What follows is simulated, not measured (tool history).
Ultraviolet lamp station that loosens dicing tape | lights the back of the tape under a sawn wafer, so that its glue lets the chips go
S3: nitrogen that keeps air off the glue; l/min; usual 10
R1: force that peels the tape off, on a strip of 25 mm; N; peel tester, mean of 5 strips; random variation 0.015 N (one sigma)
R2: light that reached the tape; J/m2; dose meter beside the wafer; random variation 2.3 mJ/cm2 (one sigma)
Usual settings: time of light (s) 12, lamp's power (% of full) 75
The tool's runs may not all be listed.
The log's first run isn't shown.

{"run": 2, "hour": 28.6, "time of light (s)": 12, "lamp's power (% of full)": 75, "S3": 10, "R1": 1.641, "R2": 1520}
{"run": 3, "hour": 63.6, "time of light (s)": 12, "lamp's power (% of full)": 75, "S3": 3, "R1": 3.44, "R2": 1490}
{"run": 4, "hour": 100.6, "time of light (s)": 12, "lamp's power (% of full)": 75, "S3": 3, "R1": 3.401, "R2": 1490}
{"run": 5, "hour": 130.5, "time of light (s)": 12, "lamp's power (% of full)": 75, "S3": 3, "R1": 3.415, "R2": 1420}
{"run": 6, "hour": 162.6, "time of light (s)": 12, "lamp's power (% of full)": 75, "S3": 3, "R1": 3.573, "R2": 1410}
{"run": 7, "hour": 190.6, "time of light (s)": 12, "lamp's power (% of full)": 75, "S3": 3, "R1": 3.654, "R2": 1420}
{"run": 8, "hour": 217.4, "time of light (s)": 12, "lamp's power (% of full)": 75, "S3": 3, "R1": 3.642, "R2": 1370}
{"hour": 238.8, "done": "window cleaned of glue's vapour"}
{"run": 9, "hour": 259.3, "time of light (s)": 12, "lamp's power (% of full)": 75, "S3": 3, "R1": 3.123, "R2": 1610}
{"run": 10, "hour": 289.8, "time of light (s)": 12, "lamp's power (% of full)": 75, "S3": 10, "R1": 1.54, "R2": 1510}
{"run": 11, "hour": 346.0, "time of light (s)": 12, "lamp's power (% of full)": 75, "S3": 10, "R1": 1.599, "R2": 1530}
{"run": 12, "hour": 372.4, "time of light (s)": 12, "lamp's power (% of full)": 75, "S3": 10, "R1": 1.572, "R2": 1520}
{"run": 13, "hour": 404.6, "time of light (s)": 12, "lamp's power (% of full)": 75, "S3": 10, "R1": 1.788, "R2": 1500}
{"run": 14, "hour": 461.4, "time of light (s)": 12, "lamp's power (% of full)": 86, "S3": 10, "R1": 1.39, "R2": 1630}
{"run": 15, "hour": 517.1, "time of light (s)": 12, "lamp's power (% of full)": 86, "S3": 10, "R1": 1.445, "R2": 1610}
{"run": 16, "hour": 564.2, "time of light (s)": 12, "lamp's power (% of full)": 67, "S3": 10, "R1": 2.325, "R2": 1210}
{"run": 17, "hour": 597.9, "time of light (s)": 12, "lamp's power (% of full)": 67, "S3": 10, "R1": 2.344, "R2": 1170}
{"run": 18, "hour": 651.2, "time of light (s)": 12, "lamp's power (% of full)": 67, "S3": 10, "R1": 2.492, "R2": 1160}
{"run": 19, "hour": 705.8, "time of light (s)": 12, "lamp's power (% of full)": 67, "S3": 10, "R1": 2.521, "R2": 1110}
{"run": 20, "hour": 743.2, "time of light (s)": 12, "lamp's power (% of full)": 67, "S3": 10, "R1": 2.609, "R2": 1080}
{"hour": 774.8, "done": "lamp changed"}
{"run": 21, "hour": 787.1, "time of light (s)": 12, "lamp's power (% of full)": 67, "S3": 10, "R1": 1.228, "R2": 1780}
{"run": 22, "hour": 833.2, "time of light (s)": 12, "lamp's power (% of full)": 95, "S3": 20, "R1": 0.324, "R2": 2420}
{"run": 23, "hour": 863.0, "time of light (s)": 7, "lamp's power (% of full)": 92, "S3": 7, "R1": 2.288, "R2": 1340}

Run 24 comes next. What will it give?
{"hour": 918.9, "done": "window cleaned of glue's vapour"}
{"run": 24, "hour": 918.9, "time of light (s)": 7, "lamp's power (% of full)": 93, "S3": 3, "R1": "?", "R2": "?"}

{"run 24": {"R1": 3.17, "R2": 1630}}
Without the tool's hidden state the same run would have given R1 3.025 N, R2 1690 J/m2.

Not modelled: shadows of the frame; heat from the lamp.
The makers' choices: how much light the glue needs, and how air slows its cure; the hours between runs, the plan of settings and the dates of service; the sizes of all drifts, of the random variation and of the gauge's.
